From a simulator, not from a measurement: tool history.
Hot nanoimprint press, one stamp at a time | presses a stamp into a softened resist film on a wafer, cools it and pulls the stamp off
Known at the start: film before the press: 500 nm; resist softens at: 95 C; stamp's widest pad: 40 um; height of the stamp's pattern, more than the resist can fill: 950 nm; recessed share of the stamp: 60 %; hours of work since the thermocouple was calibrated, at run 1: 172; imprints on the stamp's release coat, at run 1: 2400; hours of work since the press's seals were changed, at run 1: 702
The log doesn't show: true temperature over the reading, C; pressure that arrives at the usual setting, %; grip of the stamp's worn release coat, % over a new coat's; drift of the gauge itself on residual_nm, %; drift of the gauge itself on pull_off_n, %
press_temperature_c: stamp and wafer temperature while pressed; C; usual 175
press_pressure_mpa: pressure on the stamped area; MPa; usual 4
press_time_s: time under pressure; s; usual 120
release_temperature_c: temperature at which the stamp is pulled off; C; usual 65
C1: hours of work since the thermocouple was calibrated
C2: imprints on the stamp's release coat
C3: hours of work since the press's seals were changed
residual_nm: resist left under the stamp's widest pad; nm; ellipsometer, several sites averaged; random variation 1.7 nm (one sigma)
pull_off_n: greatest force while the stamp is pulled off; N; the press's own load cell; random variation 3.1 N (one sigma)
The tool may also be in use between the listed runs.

{"run": 1, "day": 0.0, "press_temperature_c": 175, "press_pressure_mpa": 4, "press_time_s": 120, "release_temperature_c": 65, "C1": 172, "C2": 2400, "C3": 702, "residual_nm": 281.8, "pull_off_n": 223}
{"run": 2, "day": 0.75, "press_temperature_c": 175, "press_pressure_mpa": 4, "press_time_s": 120, "release_temperature_c": 65, "C1": 183, "C2": 2440, "C3": 714, "residual_nm": 282.1, "pull_off_n": 226}
{"run": 3, "day": 1.646, "press_temperature_c": 175, "press_pressure_mpa": 4, "press_time_s": 120, "release_temperature_c": 65, "C1": 197, "C2": 2488, "C3": 728, "residual_nm": 279.7, "pull_off_n": 234}
{"day": 2.029, "done": "stamp cleaned and given a new release coat"}
{"run": 4, "day": 2.696, "press_temperature_c": 175, "press_pressure_mpa": 4, "press_time_s": 120, "release_temperature_c": 65, "C1": 210, "C2": 35, "C3": 740, "residual_nm": 279, "pull_off_n": 147}
{"day": 3.138, "done": "press's hydraulic seals changed and the load cell set to zero"}
{"run": 5, "day": 3.679, "press_temperature_c": 175, "press_pressure_mpa": 4, "press_time_s": 120, "release_temperature_c": 65, "C1": 220, "C2": 70, "C3": 8, "residual_nm": 279.8, "pull_off_n": 146}
{"run": 6, "day": 4.433, "press_temperature_c": 175, "press_pressure_mpa": 4, "press_time_s": 120, "release_temperature_c": 65, "C1": 232, "C2": 110, "C3": 20, "residual_nm": 281.3, "pull_off_n": 150}
{"run": 7, "day": 5.55, "press_temperature_c": 175, "press_pressure_mpa": 4, "press_time_s": 120, "release_temperature_c": 65, "C1": 249, "C2": 170, "C3": 38, "residual_nm": 281.5, "pull_off_n": 152}
{"run": 8, "day": 6.4, "press_temperature_c": 175, "press_pressure_mpa": 4, "press_time_s": 120, "release_temperature_c": 65, "C1": 262, "C2": 215, "C3": 51, "residual_nm": 281.7, "pull_off_n": 154}
{"run": 9, "day": 7.121, "press_temperature_c": 175, "press_pressure_mpa": 4, "press_time_s": 120, "release_temperature_c": 65, "C1": 274, "C2": 254, "C3": 62, "residual_nm": 282.2, "pull_off_n": 155}
{"run": 10, "day": 8.325, "press_temperature_c": 175, "press_pressure_mpa": 4, "press_time_s": 120, "release_temperature_c": 65, "C1": 292, "C2": 318, "C3": 81, "residual_nm": 279.8, "pull_off_n": 158}
{"day": 9.104, "done": "plate thermocouple calibrated"}
{"run": 11, "day": 9.492, "press_temperature_c": 172, "press_pressure_mpa": 4, "press_time_s": 120, "release_temperature_c": 65, "C1": 6, "C2": 373, "C3": 97, "residual_nm": 308.3, "pull_off_n": 159}
{"run": 12, "day": 10.246, "press_temperature_c": 172, "press_pressure_mpa": 4, "press_time_s": 120, "release_temperature_c": 65, "C1": 18, "C2": 414, "C3": 109, "residual_nm": 307.2, "pull_off_n": 163}
{"run": 13, "day": 10.958, "press_temperature_c": 175, "press_pressure_mpa": 4, "press_time_s": 120, "release_temperature_c": 65, "C1": 29, "C2": 452, "C3": 120, "residual_nm": 287.3, "pull_off_n": 168}
{"day": 11.767, "done": "plate thermocouple calibrated, once more"}
{"run": 14, "day": 12.046, "press_temperature_c": 175, "press_pressure_mpa": 4, "press_time_s": 121, "release_temperature_c": 65, "C1": 4, "C2": 503, "C3": 135, "residual_nm": 271.7, "pull_off_n": 161}
{"run": 15, "day": 13.042, "press_temperature_c": 175, "press_pressure_mpa": 4, "press_time_s": 121, "release_temperature_c": 65, "C1": 20, "C2": 556, "C3": 151, "residual_nm": 274.2, "pull_off_n": 167}
{"run": 16, "day": 14.062, "press_temperature_c": 175, "press_pressure_mpa": 2.73, "press_time_s": 121, "release_temperature_c": 65, "C1": 36, "C2": 611, "C3": 167, "residual_nm": 315.4, "pull_off_n": 167}
{"run": 17, "day": 14.896, "press_temperature_c": 175, "press_pressure_mpa": 2.73, "press_time_s": 121, "release_temperature_c": 65, "C1": 49, "C2": 655, "C3": 180, "residual_nm": 316.9, "pull_off_n": 159}
{"run": 18, "day": 15.571, "press_temperature_c": 175, "press_pressure_mpa": 4, "press_time_s": 81, "release_temperature_c": 53, "C1": 59, "C2": 691, "C3": 190, "residual_nm": 313.8, "pull_off_n": 200}
{"run": 19, "day": 16.846, "press_temperature_c": 185, "press_pressure_mpa": 4, "press_time_s": 125, "release_temperature_c": 61, "C1": 79, "C2": 759, "C3": 210, "residual_nm": 213.2, "pull_off_n": 184}
{"run": 20, "day": 17.358, "press_temperature_c": 171, "press_pressure_mpa": 4, "press_time_s": 125, "release_temperature_c": 61, "C1": 87, "C2": 786, "C3": 218, "residual_nm": 301.1, "pull_off_n": 184}
{"run": 21, "day": 18.283, "press_temperature_c": 174, "press_pressure_mpa": 4, "press_time_s": 135, "release_temperature_c": 66, "C1": 102, "C2": 836, "C3": 232, "residual_nm": 271.4, "pull_off_n": 168}
{"run": 22, "day": 19.029, "press_temperature_c": 174, "press_pressure_mpa": 4, "press_time_s": 135, "release_temperature_c": 57, "C1": 113, "C2": 875, "C3": 244, "residual_nm": 275.6, "pull_off_n": 203}
{"run": 23, "day": 19.733, "press_temperature_c": 187, "press_pressure_mpa": 6.25, "press_time_s": 136, "release_temperature_c": 57, "C1": 124, "C2": 913, "C3": 255, "residual_nm": 161.9, "pull_off_n": 204}
{"run": 24, "day": 20.846, "press_temperature_c": 170, "press_pressure_mpa": 4, "press_time_s": 205, "release_temperature_c": 52, "C1": 142, "C2": 972, "C3": 272, "residual_nm": 262.8, "pull_off_n": 220}
{"run": 25, "day": 21.9, "press_temperature_c": 175, "press_pressure_mpa": 5.53, "press_time_s": 120, "release_temperature_c": 60, "C1": 158, "C2": 1029, "C3": 289, "residual_nm": 245.3, "pull_off_n": 199}
{"run": 26, "day": 23.138, "press_temperature_c": 175, "press_pressure_mpa": 5.53, "press_time_s": 120, "release_temperature_c": 60, "C1": 178, "C2": 1095, "C3": 308, "residual_nm": 247.6, "pull_off_n": 199}
{"run": 27, "day": 24.254, "press_temperature_c": 175, "press_pressure_mpa": 5.53, "press_time_s": 120, "release_temperature_c": 60, "C1": 195, "C2": 1154, "C3": 326, "residual_nm": 247.8, "pull_off_n": 202}
{"run": 28, "day": 24.942, "press_temperature_c": 175, "press_pressure_mpa": 5.53, "press_time_s": 120, "release_temperature_c": 60, "C1": 206, "C2": 1191, "C3": 336, "residual_nm": 248.9, "pull_off_n": 199}
{"run": 29, "day": 26.0, "press_temperature_c": 180, "press_pressure_mpa": 2.46, "press_time_s": 210, "release_temperature_c": 71, "C1": 222, "C2": 1247, "C3": 353, "residual_nm": 248.9, "pull_off_n": 169}

Forecast each of these 3 alternatives for the next run:
{"run": "A", "day": 26.888, "press_temperature_c": 173, "press_pressure_mpa": 2.46, "press_time_s": 210, "release_temperature_c": 71, "C1": 236, "C2": 1294, "C3": 367, "residual_nm": "?", "pull_off_n": "?"}
{"run": "B", "day": 26.888, "press_temperature_c": 180, "press_pressure_mpa": 2.49, "press_time_s": 178, "release_temperature_c": 59, "C1": 236, "C2": 1294, "C3": 367, "residual_nm": "?", "pull_off_n": "?"}
{"run": "C", "day": 26.888, "press_temperature_c": 171, "press_pressure_mpa": 4.96, "press_time_s": 112, "release_temperature_c": 65, "C1": 236, "C2": 1294, "C3": 367, "residual_nm": "?", "pull_off_n": "?"}

run=A residual_nm=297.2 pull_off_n=172
run=B residual_nm=262.1 pull_off_n=216
run=C residual_nm=295 pull_off_n=198
Without the tool's hidden state the same runs would have given:
run=A residual_nm=288.5 pull_off_n=129
run=B residual_nm=254.4 pull_off_n=163
run=C residual_nm=285.1 pull_off_n=149
